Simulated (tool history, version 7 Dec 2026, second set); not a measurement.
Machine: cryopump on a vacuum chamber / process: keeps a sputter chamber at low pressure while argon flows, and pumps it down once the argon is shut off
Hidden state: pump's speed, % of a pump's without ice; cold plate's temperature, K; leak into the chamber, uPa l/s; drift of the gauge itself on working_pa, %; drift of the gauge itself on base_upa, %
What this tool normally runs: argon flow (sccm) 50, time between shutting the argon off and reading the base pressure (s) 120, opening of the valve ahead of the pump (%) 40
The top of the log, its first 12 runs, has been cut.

run	day	argon flow (sccm)	time between shutting the argon off and reading the base pressure (s)	opening of the valve ahead of the pump (%)	hours of work since the pump was warmed up and emptied	hours of work since the cold head was overhauled	hours of work since the chamber's fittings were tightened	pressure while argon flows (Pa)	pressure after the wait (uPa)
13	31.271	50	120	40	561	1478	708	0.2538	2.09
14	34.200	50	120	40	590	1507	737	0.2556	2.06
15	37.179	50	120	40	619	1536	766	0.2571	2.11
16	38.821	50	120	40	636	1552	782	0.2579	2.20
17	41.404	88	88	17	661	1577	808	1.0133	2.56
18	43.929	29	120	25	686	1602	833	0.2327	2.17
19	47.471	34	120	40	720	1637	867	0.1783	2.40
20	50.762	34	177	24	753	1669	900	0.2846	2.06
21	52.579	32	65	17	771	1687	917	0.3714	3.16
22	55.267	66	120	40	797	1714	944	0.3515	2.39
23	57.412	66	120	40	818	1735	965	0.3518	2.50
24	59.667	66	120	40	840	1757	987	0.3532	2.51
25	63.188	97	120	15	875	1791	1022	1.2755	2.59
26	66.317	97	120	15	906	1822	1052	1.2771	2.68
# day 67.021: pump warmed up, emptied and cooled again
27	69.800	21	31	42	27	1854	1085	0.0939	4.83
28	72.038	83	229	59	49	1876	1107	0.2668	1.84
29	73.904	53	21	16	68	1895	1125	0.6254	6.45
30	77.533	29	38	26	103	1930	1161	0.2105	4.13
31	80.096	29	38	26	128	1955	1186	0.2114	4.26

Below are 5 alternative next runs, each starting from the tool's condition after run 31. Predict each:
A	81.871	57	20	26	146	1973	1203	?	?
B	81.871	41	38	26	146	1973	1203	?	?
C	81.871	50	120	38	146	1973	1203	?	?
D	81.871	54	120	40	146	1973	1203	?	?
E	81.871	22	38	26	146	1973	1203	?	?

run	pressure while argon flows (Pa)	pressure after the wait (uPa)
A	0.4173	6.57
B	0.2984	4.19
C	0.2531	2.40
D	0.2588	2.29
E	0.1606	4.13
With the hidden condition removed and each run's random variation left untouched, the same runs would have given:
run	pressure while argon flows (Pa)	pressure after the wait (uPa)
A	0.4111	5.43
B	0.2940	3.05
C	0.2476	1.24
D	0.2529	1.16
E	0.1582	3.00
